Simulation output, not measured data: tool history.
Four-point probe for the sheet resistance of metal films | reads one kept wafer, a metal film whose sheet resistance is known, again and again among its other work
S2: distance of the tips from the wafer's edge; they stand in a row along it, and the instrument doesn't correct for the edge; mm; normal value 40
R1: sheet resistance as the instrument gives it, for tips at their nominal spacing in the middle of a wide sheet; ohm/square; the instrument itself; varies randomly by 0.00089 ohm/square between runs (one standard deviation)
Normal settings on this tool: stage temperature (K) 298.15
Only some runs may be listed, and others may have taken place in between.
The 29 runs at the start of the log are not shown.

{"run": 30, "hour": 636.9, "stage temperature (K)": 298.15, "S2": 43, "R1": 4.466661}
{"run": 31, "hour": 663.7, "stage temperature (K)": 298.15, "S2": 43, "R1": 4.465054}
{"run": 32, "hour": 677.1, "stage temperature (K)": 295.15, "S2": 5, "R1": 4.495372}
{"run": 33, "hour": 691.3, "stage temperature (K)": 298.15, "S2": 4, "R1": 4.503989}
{"run": 34, "hour": 712.4, "stage temperature (K)": 298.15, "S2": 14, "R1": 4.467661}
{"run": 35, "hour": 731.0, "stage temperature (K)": 293.15, "S2": 3, "R1": 4.538042}
{"run": 36, "hour": 756.9, "stage temperature (K)": 293.15, "S2": 3, "R1": 4.540874}
{"run": 37, "hour": 780.3, "stage temperature (K)": 291.15, "S2": 4, "R1": 4.511701}
{"run": 38, "hour": 798.9, "stage temperature (K)": 293.15, "S2": 4, "R1": 4.50955}
{"run": 39, "hour": 814.9, "stage temperature (K)": 294.15, "S2": 7, "R1": 4.484756}
{"run": 40, "hour": 834.2, "stage temperature (K)": 294.15, "S2": 7, "R1": 4.483058}
{"run": 41, "hour": 861.8, "stage temperature (K)": 299.15, "S2": 29, "R1": 4.465617}
{"run": 42, "hour": 886.4, "stage temperature (K)": 295.15, "S2": 5, "R1": 4.496016}
{"run": 43, "hour": 911.7, "stage temperature (K)": 295.15, "S2": 5, "R1": 4.49494}
{"run": 44, "hour": 926.1, "stage temperature (K)": 304.15, "S2": 41, "R1": 4.458218}

3 options for the next run, each taken on its own from the tool as it stands now. Forecast them:
{"run": "A", "hour": 950.2, "stage temperature (K)": 304.15, "S2": 10, "R1": "?"}
{"run": "B", "hour": 950.2, "stage temperature (K)": 300.15, "S2": 10, "R1": "?"}
{"run": "C", "hour": 950.2, "stage temperature (K)": 298.15, "S2": 9, "R1": "?"}

run=A R1=4.464575
run=B R1=4.468587
run=C R1=4.473537
Without the tool's hidden state the same runs would have given:
run=A R1=4.456
run=B R1=4.459996
run=C R1=4.464933

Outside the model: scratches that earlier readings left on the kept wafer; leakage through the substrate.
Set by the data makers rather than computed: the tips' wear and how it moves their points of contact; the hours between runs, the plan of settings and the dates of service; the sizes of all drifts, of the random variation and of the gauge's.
